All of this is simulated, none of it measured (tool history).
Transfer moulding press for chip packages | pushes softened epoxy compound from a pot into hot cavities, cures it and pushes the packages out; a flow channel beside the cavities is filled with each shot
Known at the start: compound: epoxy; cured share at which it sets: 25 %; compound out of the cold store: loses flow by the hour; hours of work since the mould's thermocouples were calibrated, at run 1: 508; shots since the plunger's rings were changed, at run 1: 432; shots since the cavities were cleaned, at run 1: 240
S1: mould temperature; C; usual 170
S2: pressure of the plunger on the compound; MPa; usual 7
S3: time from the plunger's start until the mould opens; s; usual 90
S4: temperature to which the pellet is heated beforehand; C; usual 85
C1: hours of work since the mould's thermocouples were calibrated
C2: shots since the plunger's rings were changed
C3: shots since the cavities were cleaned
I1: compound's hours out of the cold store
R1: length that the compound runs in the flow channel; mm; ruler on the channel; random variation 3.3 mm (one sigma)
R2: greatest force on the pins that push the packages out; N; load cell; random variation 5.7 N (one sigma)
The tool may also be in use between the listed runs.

run,hour,S1,S2,S3,S4,C1,C2,C3,I1,R1,R2
1,0,170,7,90,85,508,432,240,17.4,643,265
2,12.7,170,7,90,85,514,543,351,21.6,619,266
3,33.4,170,7,90,85,525,723,531,45.7,549,284
# hour 39: mould's thermocouples calibrated
4,58,176,7,90,85,9,921,729,32.2,582,260
# hour 64.9: cavities cleaned with cleaning compound and waxed
5,72.5,170,7.52,90,85,16,1035,66,43,580,226
6,90.3,170,7,90,85,24,1191,222,13.3,639,251
7,108,170,7,90,85,33,1346,377,31.9,577,283
8,127,170,5.32,90,85,42,1512,543,13.8,562,297
9,148.9,170,7,125,85,53,1704,735,27.5,596,263
# hour 155.3: cavities cleaned with cleaning compound and waxed
10,170.2,170,7,125,85,62,1877,130,21.6,618,196
11,184.6,170,7,125,85,69,2003,256,19.2,624,224
12,196.7,170,7,125,85,75,2109,362,35.7,571,217
13,224,170,7,125,85,89,2348,601,25.7,596,252
14,237.9,170,7,125,85,95,2469,722,27.5,589,251
# hour 244.5: cavities cleaned with cleaning compound and waxed
15,263.1,170,5.7,90,81,107,2676,162,13.3,569,265
16,285.3,170,5.7,90,81,118,2871,357,39.6,498,279

The next listed run, before its measurement:
17,304.9,170,5.7,127,81,127,3042,528,28.1,?,?

{"run 17": {"R1": 523, "R2": 234}}
Without the tool's hidden state the same run would have given R1 549 mm, R2 160 N.

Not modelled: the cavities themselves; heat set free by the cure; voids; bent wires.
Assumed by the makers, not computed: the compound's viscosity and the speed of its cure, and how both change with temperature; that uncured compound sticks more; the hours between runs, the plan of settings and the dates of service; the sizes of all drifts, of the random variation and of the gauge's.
